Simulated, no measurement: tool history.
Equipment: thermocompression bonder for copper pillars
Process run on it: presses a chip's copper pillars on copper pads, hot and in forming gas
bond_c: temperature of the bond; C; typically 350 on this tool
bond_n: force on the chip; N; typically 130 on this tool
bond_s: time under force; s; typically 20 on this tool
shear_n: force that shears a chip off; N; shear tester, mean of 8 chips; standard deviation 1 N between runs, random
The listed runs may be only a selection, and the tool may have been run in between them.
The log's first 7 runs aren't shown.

| run | hour | bond_c | bond_n | bond_s | hours of work since the heater was calibrated | hours of work since the force cell was calibrated | hours of work since the gas filter was changed | shear_n |
|---|---|---|---|---|---|---|---|---|
| 8 | 300.4 | 350 | 130 | 20 | 895 | 591 | 263 | 74.4 |
| 9 | 324 | 350 | 130 | 20 | 911 | 607 | 278 | 73.2 |
|  | 342.1 | heater calibrated with a thermocouple chip |
| 10 | 352.7 | 350 | 130 | 20 | 7 | 625 | 296 | 79.4 |
| 11 | 385.5 | 350 | 130 | 20 | 29 | 647 | 318 | 80.3 |
| 12 | 421.5 | 350 | 130 | 20 | 53 | 671 | 342 | 78.4 |
| 13 | 451.5 | 373 | 130 | 20 | 73 | 691 | 362 | 93.3 |
| 14 | 495.4 | 350 | 122 | 20 | 103 | 720 | 392 | 74.9 |
| 15 | 551.5 | 350 | 122 | 20 | 140 | 758 | 429 | 72.9 |
| 16 | 582.5 | 350 | 122 | 20 | 161 | 779 | 450 | 72.1 |
| 17 | 608.1 | 350 | 130 | 20 | 178 | 796 | 467 | 77 |
|  | 620.2 | forming gas filter changed |
| 18 | 647.2 | 350 | 130 | 20 | 204 | 822 | 18 | 82.3 |
| 19 | 703.9 | 356 | 92 | 13 | 242 | 860 | 56 | 60.6 |
| 20 | 731.6 | 353 | 127 | 12 | 260 | 878 | 75 | 68.4 |
| 21 | 784.2 | 352 | 130 | 37 | 295 | 913 | 110 | 98.7 |

What will run 22 give?
| 22 | 826.5 | 352 | 80 | 37 | 324 | 942 | 138 | ? |

shear_n: 74.1 N
With no hidden state in the tool, this same run would have given shear_n 82 N.
